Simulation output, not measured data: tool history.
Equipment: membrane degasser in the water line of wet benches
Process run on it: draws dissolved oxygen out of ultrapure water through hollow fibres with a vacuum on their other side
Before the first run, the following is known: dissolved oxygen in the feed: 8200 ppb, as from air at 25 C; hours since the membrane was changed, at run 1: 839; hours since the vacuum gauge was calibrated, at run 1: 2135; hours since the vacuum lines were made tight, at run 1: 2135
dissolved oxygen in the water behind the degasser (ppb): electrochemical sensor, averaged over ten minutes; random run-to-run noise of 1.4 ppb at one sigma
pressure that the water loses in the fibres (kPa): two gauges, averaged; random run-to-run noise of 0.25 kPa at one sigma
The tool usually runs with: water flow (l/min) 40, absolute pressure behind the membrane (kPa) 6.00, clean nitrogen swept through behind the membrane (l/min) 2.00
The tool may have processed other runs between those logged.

run,hour,water flow (l/min),absolute pressure behind the membrane (kPa),clean nitrogen swept through behind the membrane (l/min),hours since the membrane was changed,hours since the vacuum gauge was calibrated,hours since the vacuum lines were made tight,dissolved oxygen in the water behind the degasser (ppb),pressure that the water loses in the fibres (kPa)
1,0.0,40,6.00,2.00,839,2135,2135,137.7,67.25
2,62.4,40,6.00,2.00,902,2197,2197,139.6,66.79
3,181.1,27,6.00,2.00,1020,2316,2316,89.6,45.64
4,299.0,40,6.00,2.00,1138,2434,2434,138.7,67.34
5,364.0,40,6.00,2.00,1203,2499,2499,136.1,66.99
6,433.9,40,4.20,2.00,1273,2569,2569,60.4,67.43
7,489.5,40,4.20,2.00,1329,2624,2624,60.7,67.39
8,568.8,40,5.77,2.65,1408,2704,2704,103.2,67.00
9,660.3,33,8.84,5.07,1500,2795,2795,96.7,55.95

Run 10 has not been measured yet. What should we expect?
10,767.1,33,8.29,5.17,1606,2902,2902,?,?

Run 10 measured dissolved oxygen in the water behind the degasser (ppb) 83.4, pressure that the water loses in the fibres (kPa) 55.42.
Without the tool's hidden state the same run would have given dissolved oxygen in the water behind the degasser (ppb) 81.8, pressure that the water loses in the fibres (kPa) 54.99.
